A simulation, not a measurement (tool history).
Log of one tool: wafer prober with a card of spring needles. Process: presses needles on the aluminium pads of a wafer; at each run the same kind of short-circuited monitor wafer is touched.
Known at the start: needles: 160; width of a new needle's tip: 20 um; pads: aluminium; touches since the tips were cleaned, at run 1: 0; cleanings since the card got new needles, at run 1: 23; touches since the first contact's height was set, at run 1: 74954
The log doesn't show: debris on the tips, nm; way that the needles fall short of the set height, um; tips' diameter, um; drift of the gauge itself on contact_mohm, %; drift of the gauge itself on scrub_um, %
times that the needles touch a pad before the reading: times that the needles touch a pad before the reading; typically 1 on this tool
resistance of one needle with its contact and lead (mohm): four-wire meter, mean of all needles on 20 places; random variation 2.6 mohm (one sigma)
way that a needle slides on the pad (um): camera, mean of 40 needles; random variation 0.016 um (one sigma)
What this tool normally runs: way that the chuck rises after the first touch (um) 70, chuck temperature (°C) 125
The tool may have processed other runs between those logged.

| run | day | way that the chuck rises after the first touch (um) | chuck temperature (°C) | times that the needles touch a pad before the reading | touches since the tips were cleaned | cleanings since the card got new needles | touches since the first contact's height was set | resistance of one needle with its contact and lead (mohm) | way that a needle slides on the pad (um) |
|---|---|---|---|---|---|---|---|---|---|
| 1 | 0 | 70 | 125 | 1 | 0 | 23 | 74954 | 303 | 10.51 |
|  | 0.292 | tips cleaned on abrasive film |
|  | 0.579 | tips cleaned on abrasive film |
|  | 0.65 | height of the first contact set anew |
| 2 | 0.692 | 89 | 125 | 1 | 1225 | 25 | 535 | 320 | 13.7 |
|  | 0.871 | tips cleaned on abrasive film |
|  | 1.158 | tips cleaned on abrasive film |
|  | 1.425 | tips cleaned on abrasive film |
| 3 | 1.425 | 89 | 125 | 1 | 0 | 28 | 9206 | 299 | 13.65 |
|  | 1.717 | tips cleaned on abrasive film |
|  | 2.004 | tips cleaned on abrasive film |
| 4 | 2.025 | 89 | 125 | 1 | 238 | 30 | 16338 | 301 | 13.64 |
|  | 2.258 | tips cleaned on abrasive film |
|  | 2.488 | tips cleaned on abrasive film, once more |
|  | 2.721 | tips cleaned on abrasive film |
|  | 2.954 | tips cleaned on abrasive film |
| 5 | 3.108 | 89 | 125 | 1 | 1837 | 34 | 29205 | 333 | 13.59 |
|  | 3.225 | tips cleaned on abrasive film |
|  | 3.517 | tips cleaned on abrasive film |
|  | 3.804 | tips cleaned on abrasive film |
|  | 4.092 | tips cleaned on abrasive film |
|  | 4.383 | tips cleaned on abrasive film |
| 6 | 4.446 | 70 | 125 | 1 | 792 | 39 | 45122 | 330 | 10.63 |
|  | 4.621 | tips cleaned on abrasive film |
|  | 4.912 | tips cleaned on abrasive film |
|  | 5.204 | tips cleaned on abrasive film |
| 7 | 5.367 | 70 | 30 | 1 | 2002 | 42 | 56086 | 337 | 10.6 |
|  | 5.483 | tips cleaned on abrasive film |
|  | 5.775 | tips cleaned on abrasive film |
|  | 6.067 | tips cleaned on abrasive film |
|  | 6.354 | tips cleaned on abrasive film |
| 8 | 6.508 | 70 | 30 | 1 | 1878 | 46 | 69663 | 346 | 10.57 |
|  | 6.629 | tips cleaned on abrasive film |
|  | 6.917 | tips cleaned on abrasive film |
|  | 7.204 | tips cleaned on abrasive film |
| 9 | 7.388 | 70 | 30 | 1 | 2172 | 49 | 80070 | 349 | 10.53 |
|  | 7.446 | tips cleaned on abrasive film |
|  | 7.575 | height of the first contact set anew |
|  | 7.75 | tips cleaned on abrasive film |
|  | 8.038 | tips cleaned on abrasive film |
|  | 8.271 | tips cleaned on abrasive film |
| 10 | 8.483 | 70 | 30 | 1 | 2533 | 53 | 10806 | 357 | 10.73 |
|  | 8.542 | tips cleaned on abrasive film |
|  | 8.833 | tips cleaned on abrasive film |
|  | 9.121 | tips cleaned on abrasive film |
|  | 9.354 | tips cleaned on abrasive film |
| 11 | 9.383 | 70 | 30 | 1 | 343 | 57 | 21490 | 287 | 10.66 |
|  | 9.617 | tips cleaned on abrasive film |
|  | 9.904 | tips cleaned on abrasive film |
|  | 10.196 | tips cleaned on abrasive film |
| 12 | 10.304 | 70 | 30 | 1 | 1316 | 60 | 32443 | 328 | 10.66 |
|  | 10.479 | tips cleaned on abrasive film |
|  | 10.771 | tips cleaned on abrasive film |
|  | 11.058 | tips cleaned on abrasive film |
|  | 11.346 | tips cleaned on abrasive film |
| 13 | 11.346 | 70 | 125 | 1 | 0 | 64 | 44804 | 311 | 10.63 |
|  | 11.633 | tips cleaned on abrasive film |
|  | 11.925 | tips cleaned on abrasive film |
|  | 12.158 | tips cleaned on abrasive film |
|  | 12.446 | tips cleaned on abrasive film |
| 14 | 12.488 | 70 | 125 | 1 | 490 | 68 | 58392 | 329 | 10.54 |
|  | 12.721 | tips cleaned on abrasive film |
|  | 12.954 | tips cleaned on abrasive film |
|  | 13.204 | tips cleaned on abrasive film |
| 15 | 13.204 | 70 | 75 | 2 | 0 | 71 | 66893 | 292 | 10.55 |
|  | 13.496 | tips cleaned on abrasive film |
|  | 13.783 | tips cleaned on abrasive film |
|  | 14.075 | tips cleaned on abrasive film |
|  | 14.308 | tips cleaned on abrasive film |
| 16 | 14.462 | 80 | 81 | 3 | 1865 | 75 | 81850 | 297 | 12.02 |
|  | 14.529 | height of the first contact set anew |
|  | 14.592 | tips cleaned on abrasive film |
|  | 14.825 | tips cleaned on abrasive film |
|  | 15.117 | tips cleaned on abrasive film |
| 17 | 15.312 | 80 | 47 | 2 | 2370 | 78 | 9263 | 318 | 12.28 |
|  | 15.371 | tips cleaned on abrasive film |
|  | 15.604 | tips cleaned on abrasive film |
|  | 15.896 | tips cleaned on abrasive film |
|  | 16.129 | tips cleaned on abrasive film |
|  | 16.362 | tips cleaned on abrasive film |
| 18 | 16.433 | 70 | 49 | 2 | 877 | 83 | 22549 | 296 | 10.68 |
|  | 16.608 | tips cleaned on abrasive film |
|  | 16.9 | tips cleaned on abrasive film |
|  | 17.188 | tips cleaned on abrasive film |
|  | 17.475 | tips cleaned on abrasive film |
|  | 17.767 | tips cleaned on abrasive film |
| 19 | 17.796 | 75 | 125 | 1 | 345 | 88 | 38722 | 318 | 11.41 |
|  | 18.025 | tips cleaned on abrasive film |
|  | 18.317 | tips cleaned on abrasive film |
|  | 18.575 | tips cleaned on abrasive film |
| 20 | 18.575 | 75 | 125 | 1 | 0 | 91 | 47966 | 303 | 11.36 |
|  | 18.862 | tips cleaned on abrasive film |
|  | 19.154 | tips cleaned on abrasive film |
|  | 19.442 | tips cleaned on abrasive film |
| 21 | 19.65 | 70 | 92 | 1 | 2508 | 94 | 60814 | 370 | 10.57 |
|  | 19.712 | tips cleaned on abrasive film |
|  | 19.946 | tips cleaned on abrasive film |
|  | 20.233 | tips cleaned on abrasive film |
|  | 20.467 | tips cleaned on abrasive film |
| 22 | 20.654 | 70 | 53 | 2 | 2265 | 98 | 72730 | 333 | 10.52 |
|  | 20.717 | tips cleaned on abrasive film |
|  | 20.95 | tips cleaned on abrasive film |
|  | 21.238 | tips cleaned on abrasive film |
|  | 21.471 | tips cleaned on abrasive film |
|  | 21.483 | height of the first contact set anew |
|  | 21.775 | tips cleaned on abrasive film |
| 23 | 21.971 | 80 | 74 | 1 | 2386 | 103 | 5832 | 346 | 12.31 |
|  | 22.033 | tips cleaned on abrasive film |
|  | 22.267 | tips cleaned on abrasive film |
|  | 22.496 | tips cleaned on abrasive film |
| 24 | 22.692 | 73 | 125 | 3 | 2345 | 106 | 14382 | 325 | 11.18 |
|  | 22.754 | tips cleaned on abrasive film |
|  | 23.042 | tips cleaned on abrasive film |
|  | 23.333 | tips cleaned on abrasive film |
|  | 23.567 | tips cleaned on abrasive film |
|  | 23.854 | tips cleaned on abrasive film |
| 25 | 23.967 | 63 | 69 | 2 | 1359 | 111 | 29530 | 334 | 9.59 |
|  | 24.146 | tips cleaned on abrasive film |
|  | 24.375 | tips cleaned on abrasive film |
|  | 24.608 | tips cleaned on abrasive film |
|  | 24.9 | tips cleaned on abrasive film |
| 26 | 24.917 | 63 | 69 | 2 | 222 | 115 | 40782 | 298 | 9.57 |
|  | 25.15 | tips cleaned on abrasive film |
|  | 25.383 | tips cleaned on abrasive film |
|  | 25.671 | tips cleaned on abrasive film |
|  | 25.962 | tips cleaned on abrasive film |
| 27 | 26.179 | 66 | 69 | 2 | 2634 | 119 | 55824 | 348 | 9.98 |

Run 28 is up next; what results do you expect?
|  | 26.242 | tips cleaned on abrasive film |
|  | 26.533 | tips cleaned on abrasive film |
|  | 26.821 | tips cleaned on abrasive film |
| 28 | 26.962 | 66 | 97 | 3 | 1704 | 122 | 65111 | ? | ? |

resistance of one needle with its contact and lead (mohm): 324
way that a needle slides on the pad (um): 9.93
Minus the tool's unlogged condition, the same run would have read resistance of one needle with its contact and lead (mohm) 293, way that a needle slides on the pad (um) 10.13.
